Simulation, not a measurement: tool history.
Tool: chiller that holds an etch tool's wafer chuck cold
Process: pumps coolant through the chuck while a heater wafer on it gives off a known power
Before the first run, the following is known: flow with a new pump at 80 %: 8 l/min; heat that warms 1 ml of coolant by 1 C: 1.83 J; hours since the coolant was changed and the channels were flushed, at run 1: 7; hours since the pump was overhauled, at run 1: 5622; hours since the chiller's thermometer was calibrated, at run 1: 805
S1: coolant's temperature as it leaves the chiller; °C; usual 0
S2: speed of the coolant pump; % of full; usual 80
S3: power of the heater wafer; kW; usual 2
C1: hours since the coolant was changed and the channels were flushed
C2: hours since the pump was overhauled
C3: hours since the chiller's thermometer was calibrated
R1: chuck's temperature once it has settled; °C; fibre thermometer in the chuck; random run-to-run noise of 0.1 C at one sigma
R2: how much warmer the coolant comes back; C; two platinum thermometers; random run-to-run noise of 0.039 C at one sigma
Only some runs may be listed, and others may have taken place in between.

{"run": 1, "hour": 0.0, "S1": 0, "S2": 80, "S3": 2, "C1": 7, "C2": 5622, "C3": 805, "R1": 19.4, "R2": 9.05}
{"run": 2, "hour": 85.4, "S1": 0, "S2": 80, "S3": 2, "C1": 93, "C2": 5707, "C3": 891, "R1": 19.4, "R2": 9.11}
{"run": 3, "hour": 166.6, "S1": 0, "S2": 80, "S3": 2, "C1": 174, "C2": 5788, "C3": 972, "R1": 19.4, "R2": 9.08}
{"run": 4, "hour": 293.5, "S1": 0, "S2": 95, "S3": 2, "C1": 301, "C2": 5915, "C3": 1099, "R1": 16.9, "R2": 7.65}
{"run": 5, "hour": 418.2, "S1": 0, "S2": 95, "S3": 2, "C1": 426, "C2": 6040, "C3": 1224, "R1": 16.9, "R2": 7.74}
{"run": 6, "hour": 560.0, "S1": 0, "S2": 95, "S3": 2, "C1": 567, "C2": 6182, "C3": 1365, "R1": 17, "R2": 7.69}
{"run": 7, "hour": 719.0, "S1": 0, "S2": 95, "S3": 2, "C1": 726, "C2": 6341, "C3": 1524, "R1": 17.1, "R2": 7.78}
{"run": 8, "hour": 888.0, "S1": 0, "S2": 80, "S3": 2, "C1": 895, "C2": 6510, "C3": 1693, "R1": 20.3, "R2": 9.28}
{"run": 9, "hour": 1023.6, "S1": 0, "S2": 80, "S3": 2, "C1": 1031, "C2": 6645, "C3": 1829, "R1": 20.2, "R2": 9.27}
{"run": 10, "hour": 1203.6, "S1": 0, "S2": 80, "S3": 2, "C1": 1211, "C2": 6825, "C3": 2009, "R1": 20.4, "R2": 9.28}
{"run": 11, "hour": 1357.1, "S1": 0, "S2": 80, "S3": 2, "C1": 1365, "C2": 6979, "C3": 2163, "R1": 20.6, "R2": 9.26}
{"hour": 1418.9, "done": "coolant pump overhauled"}
{"run": 12, "hour": 1461.0, "S1": 0, "S2": 80, "S3": 2, "C1": 1463, "C2": 42, "C3": 2261, "R1": 18.5, "R2": 8.09}
{"run": 13, "hour": 1632.2, "S1": 8, "S2": 83, "S3": 1.185, "C1": 1635, "C2": 213, "C3": 2433, "R1": 18.7, "R2": 4.63}
{"run": 14, "hour": 1812.9, "S1": 8, "S2": 83, "S3": 2.166, "C1": 1815, "C2": 394, "C3": 2613, "R1": 27.5, "R2": 8.66}
{"run": 15, "hour": 1898.7, "S1": 8, "S2": 81, "S3": 2.166, "C1": 1901, "C2": 480, "C3": 2699, "R1": 28, "R2": 8.84}
{"run": 16, "hour": 2032.8, "S1": 0, "S2": 80, "S3": 1.199, "C1": 2035, "C2": 614, "C3": 2833, "R1": 11.4, "R2": 4.98}
{"run": 17, "hour": 2229.9, "S1": 1, "S2": 76, "S3": 2.454, "C1": 2232, "C2": 811, "C3": 3030, "R1": 25.4, "R2": 10.78}
{"run": 18, "hour": 2411.1, "S1": 0, "S2": 90, "S3": 2.374, "C1": 2414, "C2": 992, "C3": 3212, "R1": 20.6, "R2": 8.77}
{"run": 19, "hour": 2553.4, "S1": 3, "S2": 90, "S3": 2.374, "C1": 2556, "C2": 1135, "C3": 3354, "R1": 23.9, "R2": 8.79}
{"run": 20, "hour": 2751.2, "S1": 6, "S2": 71, "S3": 2.374, "C1": 2754, "C2": 1332, "C3": 3552, "R1": 32, "R2": 11.26}
{"run": 21, "hour": 2857.6, "S1": 6, "S2": 71, "S3": 2.374, "C1": 2860, "C2": 1439, "C3": 3658, "R1": 32, "R2": 11.14}
{"run": 22, "hour": 2958.7, "S1": 6, "S2": 71, "S3": 2.374, "C1": 2961, "C2": 1540, "C3": 3759, "R1": 31.9, "R2": 11.16}
{"run": 23, "hour": 3085.9, "S1": 6, "S2": 71, "S3": 2.374, "C1": 3088, "C2": 1667, "C3": 3886, "R1": 32.1, "R2": 11.34}
{"run": 24, "hour": 3200.5, "S1": 0, "S2": 80, "S3": 1.402, "C1": 3203, "C2": 1782, "C3": 4001, "R1": 14.3, "R2": 5.93}

Branching from run 24: 4 alternative next runs. What would each branch give?
{"run": "A", "hour": 3381.3, "S1": -4, "S2": 64, "S3": 1.078, "C1": 3384, "C2": 1962, "C3": 4182, "R1": "?", "R2": "?"}
{"run": "B", "hour": 3381.3, "S1": 0, "S2": 69, "S3": 2, "C1": 3384, "C2": 1962, "C3": 4182, "R1": "?", "R2": "?"}
{"run": "C", "hour": 3381.3, "S1": 10, "S2": 68, "S3": 1.746, "C1": 3384, "C2": 1962, "C3": 4182, "R1": "?", "R2": "?"}
{"run": "D", "hour": 3381.3, "S1": 2, "S2": 69, "S3": 1.674, "C1": 3384, "C2": 1962, "C3": 4182, "R1": "?", "R2": "?"}

run=A R1=9.4 R2=5.7
run=B R1=23 R2=9.84
run=C R1=30.4 R2=8.77
run=D R1=21.3 R2=8.21
With the hidden condition removed and each run's random variation left untouched, the same runs would have given:
run=A R1=7.3 R2=5.53
run=B R1=19.8 R2=9.56
run=C R1=27.5 R2=8.52
run=D R1=18.6 R2=7.97
